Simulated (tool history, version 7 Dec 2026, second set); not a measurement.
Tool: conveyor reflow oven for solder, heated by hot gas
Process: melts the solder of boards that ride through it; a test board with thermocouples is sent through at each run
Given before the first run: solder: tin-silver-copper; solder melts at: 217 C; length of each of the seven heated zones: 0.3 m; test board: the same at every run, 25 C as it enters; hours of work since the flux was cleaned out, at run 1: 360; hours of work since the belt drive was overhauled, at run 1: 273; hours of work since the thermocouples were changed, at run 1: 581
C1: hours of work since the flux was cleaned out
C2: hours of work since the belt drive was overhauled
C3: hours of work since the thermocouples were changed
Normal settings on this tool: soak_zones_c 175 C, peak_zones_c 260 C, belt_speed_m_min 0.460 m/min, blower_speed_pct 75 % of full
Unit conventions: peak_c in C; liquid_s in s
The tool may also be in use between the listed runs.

{"run": 1, "day": 0.0, "soak_zones_c": 175, "peak_zones_c": 260, "belt_speed_m_min": 0.46, "blower_speed_pct": 75, "C1": 360, "C2": 273, "C3": 581, "peak_c": 249.4, "liquid_s": 58.9}
{"run": 2, "day": 1.629, "soak_zones_c": 175, "peak_zones_c": 260, "belt_speed_m_min": 0.46, "blower_speed_pct": 75, "C1": 390, "C2": 303, "C3": 611, "peak_c": 248.8, "liquid_s": 58.1}
{"run": 3, "day": 2.525, "soak_zones_c": 175, "peak_zones_c": 260, "belt_speed_m_min": 0.46, "blower_speed_pct": 75, "C1": 407, "C2": 320, "C3": 627, "peak_c": 248.9, "liquid_s": 58.5}
{"day": 3.429, "done": "flux residue cleaned out of gas plates and filters"}
{"run": 4, "day": 3.642, "soak_zones_c": 175, "peak_zones_c": 270, "belt_speed_m_min": 0.46, "blower_speed_pct": 75, "C1": 4, "C2": 336, "C3": 644, "peak_c": 256.7, "liquid_s": 63.7}
{"run": 5, "day": 5.046, "soak_zones_c": 175, "peak_zones_c": 270, "belt_speed_m_min": 0.46, "blower_speed_pct": 75, "C1": 30, "C2": 362, "C3": 670, "peak_c": 256.8, "liquid_s": 63.5}
{"day": 6.067, "done": "flux residue cleaned out of gas plates and filters, once more"}
{"run": 6, "day": 6.612, "soak_zones_c": 175, "peak_zones_c": 260, "belt_speed_m_min": 0.426, "blower_speed_pct": 75, "C1": 10, "C2": 387, "C3": 695, "peak_c": 251.8, "liquid_s": 66.5}
{"run": 7, "day": 7.404, "soak_zones_c": 175, "peak_zones_c": 260, "belt_speed_m_min": 0.426, "blower_speed_pct": 75, "C1": 25, "C2": 401, "C3": 709, "peak_c": 251.7, "liquid_s": 66.8}
{"run": 8, "day": 8.896, "soak_zones_c": 179, "peak_zones_c": 260, "belt_speed_m_min": 0.46, "blower_speed_pct": 75, "C1": 52, "C2": 429, "C3": 737, "peak_c": 250.1, "liquid_s": 62.0}
{"run": 9, "day": 9.738, "soak_zones_c": 181, "peak_zones_c": 269, "belt_speed_m_min": 0.408, "blower_speed_pct": 70, "C1": 67, "C2": 444, "C3": 752, "peak_c": 260.8, "liquid_s": 77.6}
{"run": 10, "day": 10.717, "soak_zones_c": 165, "peak_zones_c": 269, "belt_speed_m_min": 0.405, "blower_speed_pct": 70, "C1": 85, "C2": 462, "C3": 770, "peak_c": 259.5, "liquid_s": 72.1}
{"run": 11, "day": 11.462, "soak_zones_c": 161, "peak_zones_c": 259, "belt_speed_m_min": 0.439, "blower_speed_pct": 65, "C1": 99, "C2": 476, "C3": 784, "peak_c": 247.1, "liquid_s": 55.6}
{"run": 12, "day": 12.304, "soak_zones_c": 164, "peak_zones_c": 249, "belt_speed_m_min": 0.487, "blower_speed_pct": 53, "C1": 114, "C2": 491, "C3": 799, "peak_c": 233.5, "liquid_s": 35.2}
{"run": 13, "day": 13.312, "soak_zones_c": 164, "peak_zones_c": 249, "belt_speed_m_min": 0.487, "blower_speed_pct": 53, "C1": 133, "C2": 510, "C3": 818, "peak_c": 233.2, "liquid_s": 34.9}
{"run": 14, "day": 14.162, "soak_zones_c": 181, "peak_zones_c": 260, "belt_speed_m_min": 0.46, "blower_speed_pct": 75, "C1": 148, "C2": 525, "C3": 833, "peak_c": 249.8, "liquid_s": 62.4}
{"run": 15, "day": 15.833, "soak_zones_c": 181, "peak_zones_c": 260, "belt_speed_m_min": 0.46, "blower_speed_pct": 75, "C1": 179, "C2": 556, "C3": 864, "peak_c": 249.7, "liquid_s": 62.4}

Across each entry between runs, compare the hidden state at the last listed run before it with the hidden state at the first listed run after it:
In the gap between runs 3 and 4: flux residue cleaned out of gas plates and filters (day 3.429)
  heat that the gas passes to the board, % of a clean oven's: 89.8 -> 84.3; belt's true speed, % of the reading: 99.7 -> 99.67; true gas temperature in zones 6 and 7 over the reading, C: -1.21 -> -1.23
  measured result minus the result with no hidden state, peak_c: -2.7 -> -3.9 C; liquid_s: -2.4 -> -2.6 s
In the gap between runs 5 and 6: flux residue cleaned out of gas plates and filters, once more (day 6.067)
  heat that the gas passes to the board, % of a clean oven's: 83.6 -> 98.5; belt's true speed, % of the reading: 99.63 -> 99.59; true gas temperature in zones 6 and 7 over the reading, C: -1.26 -> -1.3
  measured result minus the result with no hidden state, peak_c: -4.0 -> -1.3 C; liquid_s: -2.7 -> -0.7 s

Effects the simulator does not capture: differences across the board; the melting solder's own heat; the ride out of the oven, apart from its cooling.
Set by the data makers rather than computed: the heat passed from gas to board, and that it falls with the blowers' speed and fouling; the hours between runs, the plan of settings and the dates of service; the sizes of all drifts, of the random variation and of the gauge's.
